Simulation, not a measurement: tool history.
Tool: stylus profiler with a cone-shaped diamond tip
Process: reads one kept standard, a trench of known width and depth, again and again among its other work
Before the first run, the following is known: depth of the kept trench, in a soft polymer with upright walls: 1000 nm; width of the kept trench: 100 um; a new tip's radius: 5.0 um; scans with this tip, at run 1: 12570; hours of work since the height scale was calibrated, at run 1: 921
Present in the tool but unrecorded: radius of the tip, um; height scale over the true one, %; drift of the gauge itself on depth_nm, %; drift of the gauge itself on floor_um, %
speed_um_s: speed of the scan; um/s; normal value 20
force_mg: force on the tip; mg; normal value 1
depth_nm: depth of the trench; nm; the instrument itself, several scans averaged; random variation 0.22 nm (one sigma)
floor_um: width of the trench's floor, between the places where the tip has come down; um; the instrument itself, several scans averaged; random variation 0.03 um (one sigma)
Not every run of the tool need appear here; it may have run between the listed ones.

run,hour,speed_um_s,force_mg,scans with this tip,hours of work since the height scale was calibrated,depth_nm,floor_um
1,0,20,1,12570,921,1008.58,91.26
2,66.7,20,1,12978,951,1008.54,91.19
3,171.9,20,1,13621,998,1008.77,91.04
4,239.9,20,1,14037,1028,1008.92,90.99
5,324.4,20,1,14554,1066,1009.05,90.89
6,440.7,20,2.02,15265,1118,1013.95,90.81
7,512.8,20,2.02,15706,1150,1013.59,90.75
8,587.5,20,1,16162,1184,1009.54,90.65
9,682.1,13,1,16741,1226,1009.56,90.65
10,793.5,13,1,17423,1276,1009.61,90.48
11,918.5,20,1,18187,1332,1009.69,90.33
12,998.6,20,1,18676,1368,1009.32,90.23
13,1085.9,20,1,19210,1407,1009.55,90.11
14,1139.5,20,1,19538,1431,1010.25,90.06
15,1195.8,20,1,19883,1456,1009.6,90.02
16,1317.8,20,1,20629,1511,1009.7,89.9
17,1411.7,20,2.95,21202,1553,1017.79,89.85
18,1466.4,20,1,21537,1578,1009.98,89.74
19,1543.3,20,1,22007,1612,1009.71,89.71
20,1657,20,0.81,22703,1663,1009.35,89.56
21,1715.3,20,0.81,23059,1689,1009,89.49
22,1809.3,20,0.81,23634,1731,1009.2,89.42
23,1935.2,20,0.81,24404,1788,1009.08,89.23
24,2011.7,20,0.81,24872,1822,1009.12,89.23
25,2070.1,20,0.81,25229,1848,1009.6,89.17
26,2169.2,26,0.79,25835,1892,1009.82,88.99
27,2258.1,26,0.79,26379,1932,1009.03,88.89
# hour 2284.9: new tip fitted, height scale calibrated
28,2377.6,26,2.92,567,42,1015.64,93.83
29,2442.8,32,0.46,966,71,1004.63,93.51
30,2560.5,6,1.25,1686,123,1008.79,93.67
31,2670.7,20,0.58,2360,173,1005.27,93.27
32,2790.8,7,0.49,3094,227,1005.09,93.24
# hour 2800.1: height scale calibrated on a step standard
33,2846.9,16,0.49,3434,21,1005.42,93.08
34,2909.5,16,0.49,3817,49,1005.9,93.03
35,2979.2,40,0.4,4243,80,1005.22,92.57
36,3094,31,1.36,4945,132,1010.36,92.73
37,3211.5,59,1.79,5663,184,1012,92.44
38,3271.8,19,0.61,6032,211,1006.38,92.55
# hour 3280.9: height scale calibrated on a step standard, once more
39,3356.4,39,1.03,6546,34,1007.76,92.27
40,3477.8,23,1.36,7289,88,1008.84,92.26
41,3583.5,23,1.36,7935,136,1009.41,92.17
42,3673.5,50,0.85,8486,176,1006.94,91.78
43,3789.1,5,1.09,9193,228,1008.54,92.04
44,3881.8,6,2.1,9759,269,1012.89,91.89
45,3945.6,55,2.1,10149,298,1012.4,91.61
46,4070.1,8,2.04,10911,353,1012.45,91.67
47,4149.8,9,0.59,11398,389,1006.1,91.56

Here are 3 independent what-if runs from the current tool condition. What would each one return?
A,4261.1,67,2.06,12079,439,?,?
B,4261.1,9,2.42,12079,439,?,?
C,4261.1,15,0.59,12079,439,?,?

run,depth_nm,floor_um
A,1013.18,91.12
B,1014.48,91.51
C,1005.74,91.37
Had the tool no hidden state, the same runs would have come out as:
run,depth_nm,floor_um
A,1012.65,93.59
B,1013.95,93.98
C,1005.21,93.84
